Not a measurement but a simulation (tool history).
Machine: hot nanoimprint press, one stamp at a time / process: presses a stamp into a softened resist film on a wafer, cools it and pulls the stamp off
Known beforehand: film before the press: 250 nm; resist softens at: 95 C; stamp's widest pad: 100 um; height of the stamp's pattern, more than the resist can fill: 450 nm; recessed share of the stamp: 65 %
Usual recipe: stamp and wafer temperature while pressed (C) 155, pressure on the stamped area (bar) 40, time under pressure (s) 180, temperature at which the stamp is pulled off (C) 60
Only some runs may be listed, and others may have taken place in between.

run    hour  stamp and wafer temperature while pressed (C)  pressure on the stamped area (bar)  time under pressure (s)  temperature at which the stamp is pulled off (C)  resist left under the stamp's widest pad (angstrom)  greatest force while the stamp is pulled off (N)
  1       0                                            155                                  40                      180                                                60                                                 1363                                               119
  2      88                                            155                                  40                      180                                                60                                                 1377                                               120
      146.3  -- stamp cleaned and given a new release coat
  3   159.5                                            155                                  40                      180                                                61                                                 1384                                               111
  4   201.9                                            155                                  40                      180                                                60                                                 1380                                               112
  5   282.2                                            155                                  40                      180                                                60                                                 1402                                               113
  6   371.1                                            155                                  40                      180                                                60                                                 1398                                               118
  7   412.9                                            155                                  40                      180                                                60                                                 1412                                               118
  8   453.2                                            155                                  40                      269                                                60                                                 1237                                               120
  9   512.4                                            155                                  40                      269                                                60                                                 1233                                               123
      551.9  -- plate thermocouple calibrated
      593.7  -- stamp cleaned and given a new release coat
 10     613                                            155                                  40                      180                                                60                                                 1357                                               111
      666.7  -- press's hydraulic seals changed and the load cell set to zero
 11   666.7                                            155                                  40                      180                                                60                                                 1363                                               113
 12   750.1                                            155                                  40                      180                                                60                                                 1362                                               115
 13   828.6                                            155                                  40                      180                                                60                                                 1369                                               119
 14   897.8                                            155                                45.6                      180                                                60                                                 1313                                               119
 15   984.5                                            155                                45.6                      180                                                60                                                 1326                                               124
       1045  -- stamp cleaned and given a new release coat
 16  1066.3                                            155                                45.6                      180                                                60                                                 1324                                               108
 17    1149                                            155                                45.6                      180                                                60                                                 1332                                               115
     1213.6  -- plate thermocouple calibrated
 18    1219                                            155                                42.8                      143                                                46                                                 1445                                               126
 19  1293.9                                            155                                42.8                      302                                                59                                                 1108                                               119
 20  1346.3                                            155                                34.6                      302                                                65                                                 1217                                               114
 21  1410.8                                            153                                34.6                      103                                                65                                                 1815                                               118
 22    1452                                            153                                34.6                      103                                                65                                                 1802                                               121
     1490.2  -- stamp cleaned and given a new release coat
 23  1521.6                                            153                                34.6                      103                                                65                                                 1812                                               111
 24  1605.2                                            146                                  40                      180                                                60                                                 1808                                               114
 25  1678.4                                            146                                  40                      180                                                60                                                 1803                                               117
 26    1727                                            150                                  40                      180                                                60                                                 1654                                               116
 27    1819                                            159                                  40                      189                                                61                                                 1240                                               120
     1858.4  -- plate thermocouple calibrated
 28  1890.2                                            159                                  40                      189                                                61                                                 1207                                               122
     1935.7  -- stamp cleaned and given a new release coat
 29    1953                                            159                                  40                      189                                                61                                                 1203                                               111

Below, some changes in resist left under the stamp's widest pad (angstrom) between adjacent runs. For each, the amount present without the hidden state too (settings, incoming material, random variation) and the amount remaining for the hidden state with gauge scatter not shared by both compared results:
Hidden conditions of the tool in this case: true temperature over the reading, C; pressure that arrives at the usual setting, %; grip of the stamp's worn release coat, % over a new coat's; drift of the gauge itself on residual_nm, %; drift of the gauge itself on pull_off_n, %.
Run 9 -> 10: time under pressure (s) 269 -> 180, plate thermocouple calibrated, stamp cleaned and given a new release coat. resist left under the stamp's widest pad (angstrom) +124: hidden state -49, all else +173.
Run 20 -> 21: stamp and wafer temperature while pressed (C) 155 -> 153, time under pressure (s) 302 -> 103. resist left under the stamp's widest pad (angstrom) +598: hidden state +5, all else +593.
Run 26 -> 27: stamp and wafer temperature while pressed (C) 150 -> 159, time under pressure (s) 180 -> 189, temperature at which the stamp is pulled off (C) 60 -> 61. resist left under the stamp's widest pad (angstrom) -414: hidden state -2, all else -412.
Run 27 -> 28: plate thermocouple calibrated. resist left under the stamp's widest pad (angstrom) -33: hidden state -47, all else +14.

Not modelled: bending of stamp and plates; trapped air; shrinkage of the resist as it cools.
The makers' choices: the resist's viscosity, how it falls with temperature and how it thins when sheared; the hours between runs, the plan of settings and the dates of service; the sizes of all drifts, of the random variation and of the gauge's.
